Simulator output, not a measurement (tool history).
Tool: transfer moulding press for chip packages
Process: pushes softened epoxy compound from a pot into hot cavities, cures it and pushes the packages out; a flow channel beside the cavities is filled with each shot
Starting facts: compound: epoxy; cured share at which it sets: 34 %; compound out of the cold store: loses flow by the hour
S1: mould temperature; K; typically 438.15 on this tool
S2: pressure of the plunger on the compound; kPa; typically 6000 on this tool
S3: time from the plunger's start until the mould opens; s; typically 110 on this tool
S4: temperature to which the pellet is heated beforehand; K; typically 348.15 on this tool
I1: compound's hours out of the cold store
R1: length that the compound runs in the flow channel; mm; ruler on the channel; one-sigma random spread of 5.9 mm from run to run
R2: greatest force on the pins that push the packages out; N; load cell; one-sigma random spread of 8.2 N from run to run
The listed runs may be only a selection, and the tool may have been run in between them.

| run | hour | S1 | S2 | S3 | S4 | I1 | R1 | R2 |
|---|---|---|---|---|---|---|---|---|
| 1 | 0 | 438.15 | 6000 | 110 | 348.15 | 14 | 691 | 511 |
| 2 | 33 | 438.15 | 6000 | 110 | 348.15 | 8.4 | 711 | 738 |
|  | 43.8 | cavities cleaned with cleaning compound and waxed |
| 3 | 54.5 | 431.15 | 6000 | 110 | 348.15 | 24.4 | 680 | 1377 |
| 4 | 71.3 | 438.15 | 6000 | 99 | 348.15 | 44.5 | 570 | 942 |
|  | 98.6 | cavities cleaned with cleaning compound and waxed |
| 5 | 109.9 | 438.15 | 6000 | 99 | 348.15 | 12.2 | 698 | 617 |
| 6 | 135.5 | 438.15 | 6000 | 99 | 348.15 | 27.3 | 627 | 753 |
|  | 151.8 | cavities cleaned with cleaning compound and waxed |
|  | 165.1 | mould's thermocouples calibrated |
| 7 | 174.9 | 438.15 | 4680 | 99 | 348.15 | 44 | 496 | 607 |
| 8 | 202.2 | 438.15 | 4680 | 99 | 348.15 | 37.2 | 520 | 775 |
|  | 207.4 | cavities cleaned with cleaning compound and waxed |
|  | 222.6 | cavities cleaned with cleaning compound and waxed, once more |
| 9 | 234.6 | 438.15 | 4680 | 99 | 348.15 | 26.1 | 540 | 543 |
| 10 | 251.8 | 438.15 | 4680 | 99 | 348.15 | 37.2 | 502 | 685 |
|  | 276.7 | cavities cleaned with cleaning compound and waxed |
| 11 | 288.7 | 438.15 | 4680 | 99 | 348.15 | 12.6 | 581 | 576 |
|  | 311.7 | plunger's sealing rings changed |
| 12 | 328.3 | 438.15 | 4680 | 99 | 348.15 | 15.4 | 623 | 785 |
|  | 333.7 | cavities cleaned with cleaning compound and waxed |
| 13 | 361.3 | 438.15 | 4680 | 99 | 348.15 | 39.8 | 530 | 679 |
|  | 387.3 | cavities cleaned with cleaning compound and waxed |
| 14 | 402.1 | 438.15 | 4680 | 99 | 348.15 | 47.6 | 502 | 551 |
| 15 | 424.8 | 438.15 | 7400 | 99 | 348.15 | 24 | 731 | 733 |
|  | 440.6 | cavities cleaned with cleaning compound and waxed |
| 16 | 462.6 | 443.15 | 4940 | 91 | 348.15 | 18.3 | 589 | 589 |
| 17 | 482.7 | 445.15 | 6000 | 144 | 344.15 | 39.2 | 576 | 563 |
|  | 495.8 | cavities cleaned with cleaning compound and waxed |
| 18 | 502.2 | 444.15 | 4530 | 104 | 344.15 | 14.8 | 569 | 404 |
| 19 | 522.9 | 444.15 | 4530 | 104 | 344.15 | 27.2 | 530 | 544 |
|  | 548.9 | cavities cleaned with cleaning compound and waxed |
| 20 | 564.6 | 438.15 | 6000 | 119 | 357.15 | 23.7 | 628 | 473 |
| 21 | 584.9 | 433.15 | 7480 | 110 | 348.15 | 25.3 | 725 | 852 |
|  | 601.6 | cavities cleaned with cleaning compound and waxed |
| 22 | 616.6 | 433.15 | 7480 | 110 | 348.15 | 25.7 | 708 | 689 |
| 23 | 640 | 433.15 | 7480 | 127 | 348.15 | 32.4 | 676 | 695 |
|  | 654.5 | cavities cleaned with cleaning compound and waxed |
| 24 | 664.1 | 433.15 | 7480 | 127 | 348.15 | 42.7 | 648 | 496 |
| 25 | 700.2 | 433.15 | 7480 | 127 | 348.15 | 11.8 | 758 | 766 |
|  | 710 | cavities cleaned with cleaning compound and waxed |
|  | 722.2 | plunger's sealing rings changed |
| 26 | 739.2 | 433.15 | 6160 | 127 | 348.15 | 21.7 | 700 | 640 |
|  | 765.6 | cavities cleaned with cleaning compound and waxed |
| 27 | 774.3 | 433.15 | 7400 | 149 | 342.15 | 32.4 | 726 | 423 |

Branching from run 27: 3 alternative next runs. What would each branch give?
| A | 807.4 | 437.15 | 6000 | 110 | 348.15 | 18.1 | ? | ? |
| B | 807.4 | 435.15 | 6000 | 110 | 348.15 | 10 | ? | ? |
| C | 807.4 | 433.15 | 4780 | 94 | 350.15 | 47.5 | ? | ? |

| run | R1 | R2 |
|---|---|---|
| A | 682 | 739 |
| B | 709 | 852 |
| C | 535 | 1202 |
Had the tool no hidden state, the same runs would have come out as:
| run | R1 | R2 |
|---|---|---|
| A | 690 | 388 |
| B | 718 | 442 |
| C | 541 | 616 |

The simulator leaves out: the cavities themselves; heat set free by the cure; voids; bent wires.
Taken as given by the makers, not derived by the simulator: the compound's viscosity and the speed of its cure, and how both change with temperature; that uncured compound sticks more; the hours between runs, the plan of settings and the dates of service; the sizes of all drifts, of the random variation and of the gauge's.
